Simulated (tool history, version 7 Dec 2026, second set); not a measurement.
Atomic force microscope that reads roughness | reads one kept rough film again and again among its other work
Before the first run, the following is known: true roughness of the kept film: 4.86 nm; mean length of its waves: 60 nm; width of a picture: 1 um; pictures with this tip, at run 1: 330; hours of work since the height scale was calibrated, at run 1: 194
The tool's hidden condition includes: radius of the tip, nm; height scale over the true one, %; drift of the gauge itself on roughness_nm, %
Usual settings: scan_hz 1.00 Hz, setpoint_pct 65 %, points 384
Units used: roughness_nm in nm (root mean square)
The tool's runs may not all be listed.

run   hour  scan_hz  setpoint_pct  points  pictures with this tip  hours of work since the height scale was calibrated  roughness_nm
  1    0.0     1.00            65     384                     330                                                  194         3.779
      12.1  -- new tip fitted
  2   26.5     1.00            65     384                      20                                                  211         4.379
  3   39.5     1.00            65     384                      37                                                  220         4.353
  4   50.6     1.00            65     384                      52                                                  227         4.331
  5   74.3     1.00            65     384                      84                                                  243         4.254
  6   98.0     1.00            77     384                     116                                                  258         4.009
  7  108.8     1.00            77     384                     131                                                  265         4.025
  8  124.8     1.00            65     691                     152                                                  276         4.113
  9  137.9     1.00            65     691                     170                                                  285         4.008
 10  163.0     1.00            65     292                     204                                                  301         3.944
 11  185.2     1.00            65     533                     233                                                  316         3.904
 12  208.1     1.00            65     384                     264                                                  331         3.877
 13  226.8     1.00            65     384                     290                                                  343         3.799
 14  244.4     1.00            65     384                     313                                                  354         3.754
 15  256.1     1.00            65     384                     329                                                  362         3.732
     268.3  -- new tip fitted
 16  270.9     1.00            65     384                       3                                                  372         4.458
 17  293.3     1.00            65     616                      33                                                  386         4.384
 18  311.1     1.00            85     384                      57                                                  398         4.032
 19  323.9     2.93            59     297                      75                                                  406         4.132
 20  349.7     2.93            59     297                     109                                                  423         4.047
 21  365.0     3.55            65     508                     130                                                  433         3.785
 22  377.4     3.55            65     508                     147                                                  441         3.744
 23  388.5     3.55            65     508                     162                                                  449         3.727
 24  401.8     3.55            65     508                     180                                                  457         3.672
 25  415.9     3.55            65     508                     199                                                  467         3.650
 26  439.0     0.89            78     939                     230                                                  482         3.822
 27  464.3     0.89            88     939                     264                                                  498         3.595
 28  480.9     0.89            88     939                     286                                                  509         3.560
 29  507.1     0.89            88     939                     321                                                  527         3.517
     525.9  -- new tip fitted
 30  525.9     2.35            58     367                       0                                                  539         4.377
 31  537.6     0.94            58     367                      16                                                  546         4.464
 32  549.2     0.94            58     367                      31                                                  554         4.410
 33  560.5     0.83            56     797                      47                                                  561         4.406
 34  586.5     0.70            74     797                      82                                                  578         4.234
 35  597.5     0.70            74     797                      96                                                  586         4.191
 36  619.1     0.77            69     364                     126                                                  600         4.149

A few steps of roughness_nm between consecutive runs. Split each: what settings, incoming material and random variation would produce without the hidden state, and what is left over for the hidden state, along with gauge scatter present in only one of the two compared results (measured, and without hidden state):
Run 1 -> 2: new tip fitted. roughness_nm +0.600 nm (root mean square): hidden state +0.593, all else +0.007.
Run 15 -> 16: new tip fitted. roughness_nm +0.726 nm (root mean square): hidden state +0.714, all else +0.012.
Run 29 -> 30: scan_hz 0.89 -> 2.35, setpoint_pct 88 -> 58, points 939 -> 367, new tip fitted. roughness_nm +0.860 nm (root mean square): hidden state +0.625, all else +0.235.

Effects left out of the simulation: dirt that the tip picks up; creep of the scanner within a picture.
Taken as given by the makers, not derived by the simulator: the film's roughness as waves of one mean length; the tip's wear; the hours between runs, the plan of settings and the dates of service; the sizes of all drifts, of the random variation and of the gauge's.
